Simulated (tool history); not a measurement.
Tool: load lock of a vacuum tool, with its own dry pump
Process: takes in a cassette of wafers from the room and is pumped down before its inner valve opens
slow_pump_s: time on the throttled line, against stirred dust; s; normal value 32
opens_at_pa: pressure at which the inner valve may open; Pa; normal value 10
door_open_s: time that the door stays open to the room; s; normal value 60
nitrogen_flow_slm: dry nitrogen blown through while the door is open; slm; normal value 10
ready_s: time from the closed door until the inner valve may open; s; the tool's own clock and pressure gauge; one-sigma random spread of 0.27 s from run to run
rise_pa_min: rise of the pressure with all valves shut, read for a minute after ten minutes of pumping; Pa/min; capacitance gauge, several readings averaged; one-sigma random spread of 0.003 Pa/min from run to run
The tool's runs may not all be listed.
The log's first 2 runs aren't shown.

run	hour	slow_pump_s	opens_at_pa	door_open_s	nitrogen_flow_slm	hours that the pump has run since its overhaul	times that the door has closed on its seal	incoming humidity of the room's air, %	ready_s	rise_pa_min
3	231.9	32	10	60	10	3143	11776	44.1	67.1	0.017
4	298.5	24	10	60	10	3210	11977	44.2	61.6	0.015
5	434.7	24	10	60	10	3346	12388	42.7	61.3	0.02
6	540.2	51	10	60	10	3452	12706	44	80.7	0.013
7	655.5	51	10	60	10	3567	13053	43.6	81.3	0.015
8	782.5	51	10	60	10	3694	13436	44.4	80.5	0.019
9	856.4	32	10	60	10	3768	13659	42.7	66.9	0.018
10	917.8	33	10	60	10	3829	13844	45.3	68.2	0.021
11	1056.7	33	10	60	10	3968	14263	45.9	67.8	0.022
12	1151.5	33	10	60	10	4063	14549	47.5	68	0.019
13	1258.1	33	10	60	10	4170	14870	43.1	68	0.015
14	1387.7	33	10	60	10	4299	15261	45.4	68.1	0.019
15	1509.7	33	10	60	10	4421	15628	43.9	67.9	0.019
16	1576.2	17	10	60	10	4488	15829	44.2	56.2	0.016
17	1636.4	17	10	60	10	4548	16011	43	56.6	0.021
18	1773	17	10	26	10	4684	16422	44.6	56.8	0.008

The next listed run, before its measurement:
19	1843	17	10	26	10	4754	16633	45.7	?	?

{"run 19": {"ready_s": 56.9, "rise_pa_min": 0.018}}
With the hidden condition absent and the run-to-run variation left alone, this run would have shown ready_s 56.9 s, rise_pa_min 0.017 Pa/min.
